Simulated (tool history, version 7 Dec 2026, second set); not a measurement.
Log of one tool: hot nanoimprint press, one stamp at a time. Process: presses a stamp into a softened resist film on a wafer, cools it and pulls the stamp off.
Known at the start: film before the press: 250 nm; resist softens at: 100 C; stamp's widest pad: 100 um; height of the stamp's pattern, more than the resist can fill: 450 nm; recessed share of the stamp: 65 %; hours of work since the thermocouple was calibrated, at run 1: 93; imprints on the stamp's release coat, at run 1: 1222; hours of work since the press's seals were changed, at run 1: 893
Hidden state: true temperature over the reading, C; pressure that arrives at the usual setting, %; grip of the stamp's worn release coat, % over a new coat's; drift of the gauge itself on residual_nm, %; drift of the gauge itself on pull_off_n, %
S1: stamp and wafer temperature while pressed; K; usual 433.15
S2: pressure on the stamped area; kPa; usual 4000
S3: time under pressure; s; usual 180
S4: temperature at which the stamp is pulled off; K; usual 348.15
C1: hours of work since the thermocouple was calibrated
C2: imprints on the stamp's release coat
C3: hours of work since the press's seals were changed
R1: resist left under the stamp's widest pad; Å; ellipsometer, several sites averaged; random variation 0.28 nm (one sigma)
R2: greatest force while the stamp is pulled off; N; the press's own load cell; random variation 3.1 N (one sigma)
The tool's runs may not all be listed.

{"run": 1, "day": 0.0, "S1": 433.15, "S2": 4000, "S3": 180, "S4": 348.15, "C1": 93, "C2": 1222, "C3": 893, "R1": 1075, "R2": 146}
{"run": 2, "day": 1.167, "S1": 433.15, "S2": 4000, "S3": 180, "S4": 348.15, "C1": 107, "C2": 1307, "C3": 908, "R1": 1078, "R2": 155}
{"run": 3, "day": 2.038, "S1": 433.15, "S2": 3920, "S3": 180, "S4": 348.15, "C1": 118, "C2": 1370, "C3": 919, "R1": 1096, "R2": 148}
{"run": 4, "day": 3.562, "S1": 433.15, "S2": 2450, "S3": 180, "S4": 348.15, "C1": 138, "C2": 1480, "C3": 938, "R1": 1425, "R2": 142}
{"run": 5, "day": 4.562, "S1": 433.15, "S2": 2450, "S3": 180, "S4": 348.15, "C1": 150, "C2": 1553, "C3": 951, "R1": 1423, "R2": 143}
{"day": 5.867, "done": "stamp cleaned and given a new release coat"}
{"run": 6, "day": 6.783, "S1": 433.15, "S2": 2450, "S3": 180, "S4": 348.15, "C1": 175, "C2": 67, "C3": 976, "R1": 1428, "R2": 141}
{"run": 7, "day": 7.642, "S1": 433.15, "S2": 4000, "S3": 180, "S4": 348.15, "C1": 186, "C2": 129, "C3": 987, "R1": 1091, "R2": 145}
{"run": 8, "day": 9.333, "S1": 433.15, "S2": 4000, "S3": 180, "S4": 348.15, "C1": 207, "C2": 252, "C3": 1008, "R1": 1095, "R2": 144}
{"run": 9, "day": 10.871, "S1": 433.15, "S2": 4000, "S3": 225, "S4": 348.15, "C1": 227, "C2": 364, "C3": 1028, "R1": 1022, "R2": 148}
{"run": 10, "day": 11.85, "S1": 433.15, "S2": 4000, "S3": 225, "S4": 348.15, "C1": 239, "C2": 435, "C3": 1040, "R1": 1024, "R2": 144}
{"run": 11, "day": 13.554, "S1": 433.15, "S2": 4960, "S3": 222, "S4": 348.15, "C1": 261, "C2": 558, "C3": 1062, "R1": 905, "R2": 143}
{"run": 12, "day": 15.2, "S1": 435.15, "S2": 4600, "S3": 323, "S4": 344.15, "C1": 282, "C2": 678, "C3": 1082, "R1": 771, "R2": 158}
{"run": 13, "day": 16.879, "S1": 435.15, "S2": 2470, "S3": 323, "S4": 343.15, "C1": 303, "C2": 800, "C3": 1104, "R1": 1121, "R2": 152}

The next listed run, before its measurement:
{"day": 17.504, "done": "gauge calibrated"}
{"run": 14, "day": 18.212, "S1": 435.15, "S2": 2470, "S3": 323, "S4": 343.15, "C1": 320, "C2": 896, "C3": 1120, "R1": "?", "R2": "?"}

R1: 1088 Å
R2: 153 N
Without the tool's hidden state the same run would have given R1 1087 Å, R2 152 N.

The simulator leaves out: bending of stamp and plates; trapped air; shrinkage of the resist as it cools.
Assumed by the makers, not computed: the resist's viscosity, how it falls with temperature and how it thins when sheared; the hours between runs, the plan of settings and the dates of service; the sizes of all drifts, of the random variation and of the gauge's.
